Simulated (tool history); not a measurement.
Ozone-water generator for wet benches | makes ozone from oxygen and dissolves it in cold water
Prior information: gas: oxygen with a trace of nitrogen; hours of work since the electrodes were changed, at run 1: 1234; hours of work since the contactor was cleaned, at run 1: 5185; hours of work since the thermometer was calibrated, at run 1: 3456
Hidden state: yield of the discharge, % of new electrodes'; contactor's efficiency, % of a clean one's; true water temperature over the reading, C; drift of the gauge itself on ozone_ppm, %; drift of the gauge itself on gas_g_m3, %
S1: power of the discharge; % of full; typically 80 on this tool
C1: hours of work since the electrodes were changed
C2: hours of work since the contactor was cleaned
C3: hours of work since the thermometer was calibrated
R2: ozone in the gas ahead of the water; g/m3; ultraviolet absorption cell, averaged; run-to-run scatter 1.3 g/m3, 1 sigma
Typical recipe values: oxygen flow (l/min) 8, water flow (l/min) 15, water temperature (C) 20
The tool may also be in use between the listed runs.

Run 1, hour 0: usual settings; C1 1234; C2 5185; C3 3456. Result: dissolved ozone (ppm) 23.8, R2 223.1 g/m3.
Run 2, hour 39.4: usual settings but water flow (l/min) 10; C1 1259; C2 5210; C3 3481. Result: dissolved ozone (ppm) 30.8, R2 224.3 g/m3.
Run 3, hour 95.4: usual settings but water flow (l/min) 10; C1 1295; C2 5246; C3 3517. Result: dissolved ozone (ppm) 31.5, R2 224.6 g/m3.
Run 4, hour 150.9: usual settings but water flow (l/min) 10; C1 1331; C2 5281; C3 3552. Result: dissolved ozone (ppm) 31, R2 223 g/m3.
Run 5, hour 211.1: usual settings but water temperature (C) 28; C1 1369; C2 5320; C3 3591. Result: dissolved ozone (ppm) 20.3, R2 224 g/m3.
Run 6, hour 253.9: usual settings but water temperature (C) 28; C1 1396; C2 5347; C3 3618. Result: dissolved ozone (ppm) 20.3, R2 223.5 g/m3.
Run 7, hour 293.7: usual settings but S1 63 % of full, water temperature (C) 28; C1 1422; C2 5373; C3 3643. Result: dissolved ozone (ppm) 17, R2 189.2 g/m3.
Run 8, hour 323.8: usual settings but S1 63 % of full, water temperature (C) 28; C1 1441; C2 5392; C3 3663. Result: dissolved ozone (ppm) 17.2, R2 187.5 g/m3.
Run 9, hour 366.9: usual settings; C1 1469; C2 5419; C3 3690. Result: dissolved ozone (ppm) 24.1, R2 222.5 g/m3.
Run 10, hour 430.9: usual settings but S1 42 % of full; C1 1509; C2 5460; C3 3731. Result: dissolved ozone (ppm) 15.6, R2 143.5 g/m3.
Run 11, hour 471.8: usual settings but S1 42 % of full; C1 1536; C2 5486; C3 3757. Result: dissolved ozone (ppm) 15.5, R2 143.2 g/m3.
Run 12, hour 535.1: usual settings but S1 78 % of full, oxygen flow (l/min) 8.81, water flow (l/min) 18, water temperature (C) 14; C1 1576; C2 5527; C3 3798. Result: dissolved ozone (ppm) 22.9, R2 209.5 g/m3.
Run 13, hour 592.7: usual settings but S1 56 % of full, water temperature (C) 26; C1 1613; C2 5564; C3 3834. Result: dissolved ozone (ppm) 16.2, R2 175.4 g/m3.
Run 14, hour 626.4: usual settings but water flow (l/min) 13, water temperature (C) 13; C1 1634; C2 5585; C3 3856. Result: dissolved ozone (ppm) 30, R2 222.8 g/m3.
Run 15, hour 684.3: usual settings but S1 96 % of full, oxygen flow (l/min) 4.91, water flow (l/min) 23, water temperature (C) 19; C1 1671; C2 5622; C3 3893. Result: dissolved ozone (ppm) 18.9, R2 312.7 g/m3.
Run 16, hour 720.7: usual settings but S1 70 % of full, oxygen flow (l/min) 4.42; C1 1695; C2 5645; C3 3916. Result: dissolved ozone (ppm) 21.7, R2 262.7 g/m3.
Run 17, hour 779.3: usual settings but S1 94 % of full, water flow (l/min) 23, water temperature (C) 16; C1 1732; C2 5683; C3 3954. Result: dissolved ozone (ppm) 20.7, R2 246.6 g/m3.

Expected results for the next run?
Run 18, hour 810.5: usual settings but S1 96 % of full, oxygen flow (l/min) 5.5; C1 1752; C2 5703; C3 3973. Result: dissolved ozone (ppm) ?, R2 ?.

dissolved ozone (ppm): 27.2
R2: 297.8 g/m3
The same run, on a tool lacking any hidden state, would have yielded dissolved ozone (ppm) 29.6, R2 310.3 g/m3.
